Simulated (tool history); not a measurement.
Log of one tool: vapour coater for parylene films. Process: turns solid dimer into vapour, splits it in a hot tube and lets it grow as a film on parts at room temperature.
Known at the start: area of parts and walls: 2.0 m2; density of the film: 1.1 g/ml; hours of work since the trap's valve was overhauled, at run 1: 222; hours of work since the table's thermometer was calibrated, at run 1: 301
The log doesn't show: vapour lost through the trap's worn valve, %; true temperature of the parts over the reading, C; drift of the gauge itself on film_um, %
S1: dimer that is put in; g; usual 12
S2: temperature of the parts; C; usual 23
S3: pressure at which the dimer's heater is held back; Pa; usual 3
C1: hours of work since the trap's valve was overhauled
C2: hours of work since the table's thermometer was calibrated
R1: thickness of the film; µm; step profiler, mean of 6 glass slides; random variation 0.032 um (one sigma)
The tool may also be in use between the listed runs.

run,hour,S1,S2,S3,C1,C2,R1
1,0,12,23,3,222,301,2.96
2,46.3,12,23,3,243,322,2.94
3,92.6,12,23,3,263,343,2.97
4,120.2,12,23,2.08,275,355,3.12
5,158.2,12,23,3,292,372,2.89
6,204,12,23,3,313,392,2.91
7,255.5,12,23,3,336,415,2.92
8,286.9,9,23,3,350,429,2.15
9,337.1,9,23,3,372,452,2.15
10,371.1,9,23,3,387,467,2.19
11,396.1,9,23,3,398,478,2.11
12,447.5,18,23,3,421,501,4.33
13,490,18,23,3,440,520,4.2
14,531.1,7,19,2.7,459,538,1.92
15,575.8,12,28,3.59,479,558,2.34
16,627.1,12,28,3.59,501,581,2.27
17,651.5,12,28,3.59,512,592,2.25
18,674.1,6,23,3,522,602,1.39
19,705.8,11,23,5.29,536,616,2.29
20,759.5,10,17,3,560,640,2.82
21,807.6,21,34,3,582,661,3.38
# hour 825: trap's valve overhauled
22,856.4,15,19,2.19,14,681,4.6
23,911.1,15,19,2.19,38,706,4.52
24,937.5,15,19,2.19,50,717,4.57
25,991.8,15,21,3.42,74,742,3.99
26,1023.7,7,23,3,89,756,1.78

Forecast each of these 5 alternatives for the next run:
A,1066.4,7,28,3,108,775,?
B,1066.4,5,21,6.1,108,775,?
C,1066.4,12,24,9.5,108,775,?
D,1066.4,8,30,3.93,108,775,?
E,1066.4,8,23,7.54,108,775,?

run,R1
A,1.49
B,1.17
C,2.36
D,1.53
E,1.71
Without the tool's hidden state the same runs would have given:
run,R1
A,1.55
B,1.22
C,2.45
D,1.59
E,1.77
